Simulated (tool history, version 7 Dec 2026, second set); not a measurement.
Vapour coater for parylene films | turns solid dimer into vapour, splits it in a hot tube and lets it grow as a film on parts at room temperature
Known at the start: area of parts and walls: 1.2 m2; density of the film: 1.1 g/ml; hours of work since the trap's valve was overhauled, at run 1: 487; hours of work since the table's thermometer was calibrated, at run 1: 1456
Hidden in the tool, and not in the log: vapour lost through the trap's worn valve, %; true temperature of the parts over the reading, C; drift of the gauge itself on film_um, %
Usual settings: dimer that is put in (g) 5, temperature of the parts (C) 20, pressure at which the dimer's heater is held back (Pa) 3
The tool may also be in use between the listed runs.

run,hour,dimer that is put in (g),temperature of the parts (C),pressure at which the dimer's heater is held back (Pa),hours of work since the trap's valve was overhauled,hours of work since the table's thermometer was calibrated,thickness of the film (µm)
1,0,5,20,3,487,1456,2.75
2,41.5,5,30,3,522,1491,2.05
3,67.5,5,20,10.42,544,1513,2.07
4,105.3,5,31,3,575,1545,1.97
5,153.5,5,31,3,616,1585,1.96
6,177,5,31,3,636,1605,1.96
# hour 190.8: trap's valve overhauled
7,222.7,5,31,3,27,1640,2.26
8,258.8,5,31,3,57,1670,2.19
# hour 273.4: table's thermometer calibrated
9,286.9,5,31,3,80,11,2.17
10,319.6,5,20,10.13,107,39,2.35
11,361.7,5,16,10.13,143,74,2.68
12,407.1,5,16,10.13,181,112,2.62
13,452.5,5,16,10.13,219,150,2.52
# hour 460.7: table's thermometer calibrated, once more
14,500.4,5,16,3.3,258,33,3.15
15,524.9,5,20,7.65,279,54,2.35
16,560.6,2,20,7.65,309,84,0.93
17,609.1,2,20,7.65,350,125,0.94
18,630.5,2,20,7.65,368,143,0.95
19,661.9,2,20,7.65,394,169,0.92
20,685.8,3,20,3,414,189,1.75
21,723,3,20,3,445,220,1.68
22,772.2,3,20,3,487,262,1.63
23,795.5,3,20,2.09,506,281,1.87
24,841.3,3,20,2.09,545,320,1.77
25,888.1,3,20,2.09,584,359,1.74
26,932.2,8,14,6.11,621,396,4.41
# hour 964.5: trap's valve overhauled
27,972.1,3,12,2.01,6,426,2.25
28,1020,8,17,3,47,466,5.26
29,1050.7,5,16,3,72,492,3.4
30,1089.2,5,16,3,105,525,3.42
31,1121.9,7,26,2.1,132,552,3.73
32,1170.9,5,20,7.52,173,593,2.4
33,1203.6,4,16,6.73,201,621,2.23
34,1235.6,5,14,6.75,228,647,2.89
35,1269.7,5,14,6.75,256,676,2.9
36,1293.7,3,14,4.07,276,696,1.98
37,1341.2,5,20,3.75,316,736,2.69
38,1362.4,2,21,9.04,334,754,0.85
39,1385.3,2,21,9.04,353,773,0.86
40,1409.4,2,21,9.04,374,793,0.87
41,1436.4,6,21,8.4,396,816,2.59
42,1466,5,18,4.45,421,841,2.71
43,1501.5,7,24,4.72,451,871,3.17
44,1531.6,9,23,3,476,896,4.66
45,1565.5,2,14,3.96,505,925,1.23
46,1606.7,7,18,3,539,959,4.11
47,1626.5,8,25,3.42,556,976,3.73

Measured less the same run without the tool's hidden state. The same run-to-run variation is in both; the gauge's scatter may not be:
run,thickness of the film (µm)
1,-0.24
2,-0.19
3,-0.21
4,-0.22
5,-0.22
6,-0.24
7,+0.03
8,+0.02
9,+0.03
10,+0.03
11,+0.02
12,+0
13,-0.02
14,-0.17
15,-0.13
16,-0.05
17,-0.06
18,-0.07
19,-0.07
20,-0.15
21,-0.16
22,-0.16
23,-0.19
24,-0.2
25,-0.21
26,-0.57
27,+0
28,-0.01
29,-0.03
30,-0.05
31,-0.06
32,-0.06
33,-0.07
34,-0.11
35,-0.12
36,-0.09
37,-0.15
38,-0.04
39,-0.05
40,-0.05
41,-0.19
42,-0.21
43,-0.27
44,-0.41
45,-0.11
46,-0.41
47,-0.4
